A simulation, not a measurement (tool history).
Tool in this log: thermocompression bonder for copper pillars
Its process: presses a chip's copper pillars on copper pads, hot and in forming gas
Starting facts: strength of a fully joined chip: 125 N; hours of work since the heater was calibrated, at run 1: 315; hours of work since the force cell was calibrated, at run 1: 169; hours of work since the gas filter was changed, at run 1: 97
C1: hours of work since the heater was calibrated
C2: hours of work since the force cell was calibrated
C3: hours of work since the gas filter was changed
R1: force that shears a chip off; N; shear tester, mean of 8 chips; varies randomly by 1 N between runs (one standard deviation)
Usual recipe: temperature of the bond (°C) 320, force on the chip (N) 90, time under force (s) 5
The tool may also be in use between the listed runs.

{"run": 1, "hour": 0.0, "temperature of the bond (°C)": 320, "force on the chip (N)": 90, "time under force (s)": 5, "C1": 315, "C2": 169, "C3": 97, "R1": 87.2}
{"run": 2, "hour": 6.4, "temperature of the bond (°C)": 320, "force on the chip (N)": 90, "time under force (s)": 5, "C1": 318, "C2": 172, "C3": 100, "R1": 86.5}
{"run": 3, "hour": 13.7, "temperature of the bond (°C)": 320, "force on the chip (N)": 90, "time under force (s)": 5, "C1": 321, "C2": 176, "C3": 104, "R1": 87.7}
{"run": 4, "hour": 22.5, "temperature of the bond (°C)": 320, "force on the chip (N)": 90, "time under force (s)": 5, "C1": 325, "C2": 180, "C3": 108, "R1": 84.5}
{"run": 5, "hour": 36.6, "temperature of the bond (°C)": 322, "force on the chip (N)": 90, "time under force (s)": 5, "C1": 332, "C2": 186, "C3": 114, "R1": 88.4}
{"run": 6, "hour": 44.0, "temperature of the bond (°C)": 315, "force on the chip (N)": 90, "time under force (s)": 5, "C1": 335, "C2": 189, "C3": 118, "R1": 83.7}
{"run": 7, "hour": 52.6, "temperature of the bond (°C)": 315, "force on the chip (N)": 90, "time under force (s)": 4, "C1": 339, "C2": 193, "C3": 122, "R1": 77.8}
{"run": 8, "hour": 66.6, "temperature of the bond (°C)": 315, "force on the chip (N)": 90, "time under force (s)": 4, "C1": 346, "C2": 200, "C3": 128, "R1": 79.3}
{"run": 9, "hour": 78.2, "temperature of the bond (°C)": 338, "force on the chip (N)": 90, "time under force (s)": 4, "C1": 351, "C2": 205, "C3": 134, "R1": 93.7}
{"run": 10, "hour": 92.6, "temperature of the bond (°C)": 327, "force on the chip (N)": 90, "time under force (s)": 5, "C1": 358, "C2": 212, "C3": 140, "R1": 89.5}
{"run": 11, "hour": 103.3, "temperature of the bond (°C)": 327, "force on the chip (N)": 90, "time under force (s)": 5, "C1": 363, "C2": 217, "C3": 145, "R1": 89.7}
{"run": 12, "hour": 110.9, "temperature of the bond (°C)": 320, "force on the chip (N)": 90, "time under force (s)": 3, "C1": 366, "C2": 220, "C3": 149, "R1": 74.6}
{"run": 13, "hour": 124.5, "temperature of the bond (°C)": 326, "force on the chip (N)": 90, "time under force (s)": 3, "C1": 372, "C2": 227, "C3": 155, "R1": 79.5}
{"run": 14, "hour": 132.2, "temperature of the bond (°C)": 326, "force on the chip (N)": 90, "time under force (s)": 3, "C1": 376, "C2": 230, "C3": 158, "R1": 78.1}
{"run": 15, "hour": 143.4, "temperature of the bond (°C)": 320, "force on the chip (N)": 90, "time under force (s)": 3, "C1": 381, "C2": 235, "C3": 164, "R1": 75.6}
{"run": 16, "hour": 153.4, "temperature of the bond (°C)": 320, "force on the chip (N)": 90, "time under force (s)": 12, "C1": 386, "C2": 240, "C3": 168, "R1": 103.7}
{"run": 17, "hour": 161.8, "temperature of the bond (°C)": 326, "force on the chip (N)": 90, "time under force (s)": 3, "C1": 390, "C2": 244, "C3": 172, "R1": 78.1}
{"run": 18, "hour": 176.6, "temperature of the bond (°C)": 326, "force on the chip (N)": 90, "time under force (s)": 3, "C1": 396, "C2": 251, "C3": 179, "R1": 78.6}
{"run": 19, "hour": 185.6, "temperature of the bond (°C)": 305, "force on the chip (N)": 83, "time under force (s)": 11, "C1": 401, "C2": 255, "C3": 183, "R1": 92.4}
{"run": 20, "hour": 192.6, "temperature of the bond (°C)": 297, "force on the chip (N)": 81, "time under force (s)": 8, "C1": 404, "C2": 258, "C3": 186, "R1": 79.4}
{"run": 21, "hour": 200.6, "temperature of the bond (°C)": 323, "force on the chip (N)": 99, "time under force (s)": 9, "C1": 408, "C2": 262, "C3": 190, "R1": 104.0}
{"run": 22, "hour": 212.9, "temperature of the bond (°C)": 323, "force on the chip (N)": 99, "time under force (s)": 8, "C1": 413, "C2": 267, "C3": 196, "R1": 101.1}
{"run": 23, "hour": 219.8, "temperature of the bond (°C)": 348, "force on the chip (N)": 90, "time under force (s)": 13, "C1": 416, "C2": 271, "C3": 199, "R1": 117.5}
{"run": 24, "hour": 229.5, "temperature of the bond (°C)": 305, "force on the chip (N)": 79, "time under force (s)": 4, "C1": 421, "C2": 275, "C3": 203, "R1": 68.0}
{"run": 25, "hour": 236.8, "temperature of the bond (°C)": 333, "force on the chip (N)": 79, "time under force (s)": 4, "C1": 424, "C2": 278, "C3": 207, "R1": 85.5}
{"run": 26, "hour": 250.2, "temperature of the bond (°C)": 333, "force on the chip (N)": 108, "time under force (s)": 4, "C1": 430, "C2": 285, "C3": 213, "R1": 94.8}
{"run": 27, "hour": 260.8, "temperature of the bond (°C)": 335, "force on the chip (N)": 90, "time under force (s)": 5, "C1": 435, "C2": 289, "C3": 218, "R1": 96.0}
{"run": 28, "hour": 267.2, "temperature of the bond (°C)": 335, "force on the chip (N)": 90, "time under force (s)": 5, "C1": 438, "C2": 292, "C3": 221, "R1": 96.7}

5 options for the next run, each taken on its own from the tool as it stands now. Forecast them:
{"run": "A", "hour": 277.7, "temperature of the bond (°C)": 314, "force on the chip (N)": 90, "time under force (s)": 5, "C1": 443, "C2": 297, "C3": 225, "R1": "?"}
{"run": "B", "hour": 277.7, "temperature of the bond (°C)": 335, "force on the chip (N)": 90, "time under force (s)": 4, "C1": 443, "C2": 297, "C3": 225, "R1": "?"}
{"run": "C", "hour": 277.7, "temperature of the bond (°C)": 296, "force on the chip (N)": 90, "time under force (s)": 5, "C1": 443, "C2": 297, "C3": 225, "R1": "?"}
{"run": "D", "hour": 277.7, "temperature of the bond (°C)": 320, "force on the chip (N)": 130, "time under force (s)": 5, "C1": 443, "C2": 297, "C3": 225, "R1": "?"}
{"run": "E", "hour": 277.7, "temperature of the bond (°C)": 335, "force on the chip (N)": 99, "time under force (s)": 7, "C1": 443, "C2": 297, "C3": 225, "R1": "?"}

run=A R1=82.2
run=B R1=89.8
run=C R1=70.8
run=D R1=97.1
run=E R1=104.6
Without the tool's unlogged condition, the same runs would have read:
run=A R1=82.8
run=B R1=90.4
run=C R1=71.3
run=D R1=97.7
run=E R1=105.2
